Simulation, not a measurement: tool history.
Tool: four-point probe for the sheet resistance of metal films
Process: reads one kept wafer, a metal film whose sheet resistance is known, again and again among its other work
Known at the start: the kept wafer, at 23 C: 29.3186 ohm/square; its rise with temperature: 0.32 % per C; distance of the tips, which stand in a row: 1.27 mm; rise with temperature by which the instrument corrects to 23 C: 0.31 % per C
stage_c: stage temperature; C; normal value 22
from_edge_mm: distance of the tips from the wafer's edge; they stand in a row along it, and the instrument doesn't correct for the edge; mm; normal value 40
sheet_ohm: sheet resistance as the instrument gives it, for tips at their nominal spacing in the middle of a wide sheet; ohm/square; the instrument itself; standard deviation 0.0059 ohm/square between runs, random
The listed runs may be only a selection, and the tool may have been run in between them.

run     day  stage_c  from_edge_mm  sheet_ohm
  1       0       22            40  29.332582
  2   0.683       22            40  29.328999
  3   1.312       22            40  29.346722
  4   1.979       22             4  30.819577
  5    2.55       22             4  30.835144
  6   2.888       22             4   30.83022
  7   3.233       22             4  30.818984
  8   3.683       22             4  30.825693
  9   4.146       22             4  30.819618
 10   4.554       22             4  30.810504
 11   5.242       22             4  30.807167
 12   5.925       22             4  30.811338
 13   6.471       22             4  30.817909
 14   7.054       22             4  30.822581
 15   7.554       19            40  29.317389
 16   7.904       19            40   29.30937
 17   8.275       22            40  29.321595
 18   8.825       22            40  29.318567
 19   9.117       31            40  29.341072
 20   9.754       24            40  29.335414
      9.825  -- stage's thermometer calibrated
 21  10.404       24            40  29.338792
 22    10.8       21            40  29.319806
 23  11.354       22            21  29.371446
 24  12.038       22            21  29.362587
 25  12.467       19            49  29.316621
 26    12.8       19            49  29.316088
 27  13.258       22             8  29.703492
     13.429  -- stage's thermometer calibrated, once more
 28  13.796       34             5  30.295833
 29  14.492       23            40  29.310533
 30  14.833       23            40  29.303419
 31  15.379       23            40  29.303651
 32  15.838       22            57  29.283459
 33  16.408       22            15  29.387683
 34  16.867       34            40  29.312511
 35  17.479       27             3  31.841834
 36  18.129       23            25   29.31874
 37  18.538       23            50  29.286252
 38  19.042       23            50  29.289309
 39  19.433       23            50   29.29114
 40  20.038       22             7  29.781792
 41  20.412       22             6  29.957977
 42  20.758       19            11  29.467568
 43  21.246       18             6  29.951049
 44  21.758       20            11   29.46486
 45  22.221       19            19  29.333056

Branching from run 45: 3 alternative next runs. What would each branch give?
  A  22.904       33            40          ?
  B  22.904       29            19          ?
  C  22.904       18            31          ?

run  sheet_ohm
  A   29.31627
  B  29.355577
  C  29.294353
The same runs, with their run-to-run variation unchanged, on a tool lacking any hidden condition would have given:
run  sheet_ohm
  A   29.36161
  B  29.400948
  C  29.339569
